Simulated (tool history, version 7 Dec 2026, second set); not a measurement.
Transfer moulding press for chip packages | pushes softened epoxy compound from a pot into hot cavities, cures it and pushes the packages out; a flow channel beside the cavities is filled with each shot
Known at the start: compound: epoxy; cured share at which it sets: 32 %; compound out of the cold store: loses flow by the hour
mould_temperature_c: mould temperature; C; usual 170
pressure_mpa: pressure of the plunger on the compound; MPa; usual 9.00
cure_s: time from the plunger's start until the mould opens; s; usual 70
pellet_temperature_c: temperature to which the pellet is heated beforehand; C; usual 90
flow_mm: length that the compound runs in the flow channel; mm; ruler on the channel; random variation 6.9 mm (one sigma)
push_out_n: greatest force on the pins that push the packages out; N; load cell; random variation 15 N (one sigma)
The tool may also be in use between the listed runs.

| run | hour | mould_temperature_c | pressure_mpa | cure_s | pellet_temperature_c | incoming compound's hours out of the cold store | flow_mm | push_out_n |
|---|---|---|---|---|---|---|---|---|
| 1 | 0.0 | 170 | 9.00 | 70 | 90 | 33.2 | 660 | 725 |
|  | 12.3 | plunger's sealing rings changed |
|  | 26.1 | cavities cleaned with cleaning compound and waxed |
| 2 | 28.6 | 170 | 9.00 | 70 | 90 | 40.4 | 723 | 736 |
| 3 | 48.2 | 170 | 9.00 | 70 | 90 | 10.7 | 781 | 1093 |
|  | 54.6 | cavities cleaned with cleaning compound and waxed |
| 4 | 75.7 | 170 | 9.00 | 70 | 90 | 12.9 | 765 | 1084 |
|  | 82.3 | cavities cleaned with cleaning compound and waxed |
|  | 109.9 | cavities cleaned with cleaning compound and waxed |
| 5 | 123.6 | 170 | 9.00 | 70 | 83 | 28.2 | 706 | 1000 |
|  | 139.6 | cavities cleaned with cleaning compound and waxed |
|  | 166.9 | cavities cleaned with cleaning compound and waxed |
| 6 | 168.3 | 170 | 9.00 | 70 | 96 | 31.2 | 709 | 684 |
|  | 195.5 | cavities cleaned with cleaning compound and waxed |
| 7 | 204.4 | 170 | 9.00 | 70 | 96 | 15.3 | 726 | 876 |
|  | 224.2 | cavities cleaned with cleaning compound and waxed |
| 8 | 244.9 | 170 | 9.00 | 70 | 96 | 10.1 | 713 | 1035 |
|  | 252.1 | cavities cleaned with cleaning compound and waxed |
| 9 | 268.9 | 170 | 9.00 | 70 | 96 | 44.6 | 643 | 902 |
|  | 280.8 | cavities cleaned with cleaning compound and waxed |
| 10 | 293.4 | 170 | 9.00 | 70 | 90 | 28.2 | 676 | 902 |
|  | 309.1 | cavities cleaned with cleaning compound and waxed |
|  | 333.9 | plunger's sealing rings changed |
| 11 | 333.9 | 170 | 9.00 | 70 | 90 | 12.9 | 785 | 1083 |
|  | 339.3 | cavities cleaned with cleaning compound and waxed |
|  | 367.4 | cavities cleaned with cleaning compound and waxed |
| 12 | 380.9 | 170 | 9.00 | 70 | 90 | 31.3 | 731 | 945 |
|  | 390.3 | mould's thermocouples calibrated |
|  | 397.3 | cavities cleaned with cleaning compound and waxed |
|  | 424.8 | cavities cleaned with cleaning compound and waxed |
| 13 | 424.8 | 170 | 9.00 | 70 | 90 | 16.1 | 753 | 714 |
|  | 451.6 | cavities cleaned with cleaning compound and waxed |
| 14 | 462.6 | 166 | 9.00 | 69 | 90 | 35.9 | 724 | 1315 |
|  | 478.9 | cavities cleaned with cleaning compound and waxed |
| 15 | 493.9 | 170 | 9.00 | 99 | 90 | 26.4 | 713 | 622 |
|  | 506.7 | cavities cleaned with cleaning compound and waxed |
|  | 535.6 | cavities cleaned with cleaning compound and waxed |
| 16 | 541.7 | 169 | 8.47 | 74 | 89 | 33.6 | 682 | 740 |
|  | 563.3 | cavities cleaned with cleaning compound and waxed |
| 17 | 567.8 | 171 | 9.78 | 78 | 80 | 43.7 | 686 | 602 |
|  | 591.4 | cavities cleaned with cleaning compound and waxed |
| 18 | 600.7 | 174 | 10.17 | 108 | 85 | 31.2 | 714 | 554 |
|  | 619.3 | cavities cleaned with cleaning compound and waxed |
| 19 | 638.5 | 174 | 10.17 | 108 | 85 | 28.3 | 705 | 644 |
|  | 646.6 | cavities cleaned with cleaning compound and waxed |
|  | 659.4 | plunger's sealing rings changed |
| 20 | 672.7 | 166 | 9.60 | 82 | 82 | 38.4 | 765 | 989 |
|  | 677.1 | cavities cleaned with cleaning compound and waxed |
|  | 704.3 | cavities cleaned with cleaning compound and waxed |
| 21 | 717.6 | 163 | 7.64 | 100 | 90 | 42.1 | 666 | 721 |
|  | 732.6 | cavities cleaned with cleaning compound and waxed |
|  | 760.3 | cavities cleaned with cleaning compound and waxed |
| 22 | 761.0 | 175 | 10.76 | 107 | 91 | 44.9 | 739 | 451 |
|  | 787.6 | cavities cleaned with cleaning compound and waxed |
| 23 | 788.8 | 170 | 10.83 | 109 | 90 | 36.4 | 771 | 442 |
|  | 814.1 | cavities cleaned with cleaning compound and waxed |
| 24 | 826.2 | 170 | 10.06 | 68 | 94 | 13.5 | 776 | 1019 |
|  | 843.5 | cavities cleaned with cleaning compound and waxed |
|  | 871.1 | cavities cleaned with cleaning compound and waxed |
| 25 | 872.9 | 170 | 10.06 | 68 | 94 | 33.0 | 726 | 725 |

3 ways to go on from here, each from the tool as it stands after run 25. What would each give?
|  | 898.6 | cavities cleaned with cleaning compound and waxed |
| A | 908.3 | 170 | 9.00 | 70 | 99 | 21.6 | ? | ? |
|  | 898.6 | cavities cleaned with cleaning compound and waxed |
| B | 908.3 | 170 | 8.96 | 70 | 90 | 32.7 | ? | ? |
|  | 898.6 | cavities cleaned with cleaning compound and waxed |
| C | 908.3 | 167 | 10.06 | 56 | 92 | 36.2 | ? | ? |

| run | flow_mm | push_out_n |
|---|---|---|
| A | 700 | 826 |
| B | 680 | 882 |
| C | 720 | 1977 |
Without the tool's hidden state the same runs would have given:
| run | flow_mm | push_out_n |
|---|---|---|
| A | 765 | 638 |
| B | 742 | 683 |
| C | 786 | 1520 |
